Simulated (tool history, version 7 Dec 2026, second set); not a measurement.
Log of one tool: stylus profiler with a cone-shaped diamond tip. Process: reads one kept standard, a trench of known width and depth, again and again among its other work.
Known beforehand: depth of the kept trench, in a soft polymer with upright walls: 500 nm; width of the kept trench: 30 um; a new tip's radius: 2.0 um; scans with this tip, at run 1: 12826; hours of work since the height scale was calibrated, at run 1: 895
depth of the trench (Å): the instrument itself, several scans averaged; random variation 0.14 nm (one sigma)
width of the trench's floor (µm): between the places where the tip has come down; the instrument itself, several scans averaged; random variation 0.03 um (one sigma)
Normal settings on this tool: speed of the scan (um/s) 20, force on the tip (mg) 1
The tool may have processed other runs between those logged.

run    day  speed of the scan (um/s)  force on the tip (mg)  scans with this tip  hours of work since the height scale was calibrated  depth of the trench (Å)  width of the trench's floor (µm)
  1      0                        20                      1                12826                                                  895                   5014.5                              25.5
  2  0.479                        20                      1                12906                                                  901                   5015.9                             25.48
  3  0.888                        20                      1                12973                                                  905                   5014.1                             25.41
  4  1.488                        28                      1                13072                                                  912                     5013                             25.33
  5  2.254                        10                      1                13198                                                  921                   5013.3                             25.58
  6  2.758                        10                      1                13282                                                  927                     5016                             25.57
  7    3.4                        10                      1                13388                                                  934                   5013.6                             25.55
  8  4.029                        28                    0.6                13491                                                  942                   5006.5                             25.22
  9  4.754                         8                    0.6                13610                                                  950                   5004.5                             25.51
 10  5.358                        19                   0.65                13710                                                  957                   5007.9                             25.39
 11  6.175                         9                      3                13845                                                  966                   5042.4                             25.49
 12  6.542                        17                   1.46                13906                                                  971                   5020.5                             25.41
 13  7.283                         9                    0.4                14028                                                  979                   5001.2                             25.41
 14  7.858                        27                   1.46                14122                                                  986                   5020.4                             25.28

What if the next run were any one of these 4? Each begins from the tool's condition after run 14:
  A  8.696                         6                   2.27                14261                                                  995                        ?                                 ?
  B  8.696                         8                      1                14261                                                  995                        ?                                 ?
  C  8.696                        12                   1.46                14261                                                  995                        ?                                 ?
  D  8.696                        27                   1.16                14261                                                  995                        ?                                 ?

run  depth of the trench (Å)  width of the trench's floor (µm)
  A                   5030.6                             25.47
  B                   5013.3                             25.47
  C                   5021.3                             25.42
  D                     5015                             25.26
With the hidden condition removed and each run's random variation left untouched, the same runs would have given:
run  depth of the trench (Å)  width of the trench's floor (µm)
  A                   5044.3                             27.28
  B                   5026.9                             27.28
  C                   5034.9                             27.23
  D                   5028.6                             27.07

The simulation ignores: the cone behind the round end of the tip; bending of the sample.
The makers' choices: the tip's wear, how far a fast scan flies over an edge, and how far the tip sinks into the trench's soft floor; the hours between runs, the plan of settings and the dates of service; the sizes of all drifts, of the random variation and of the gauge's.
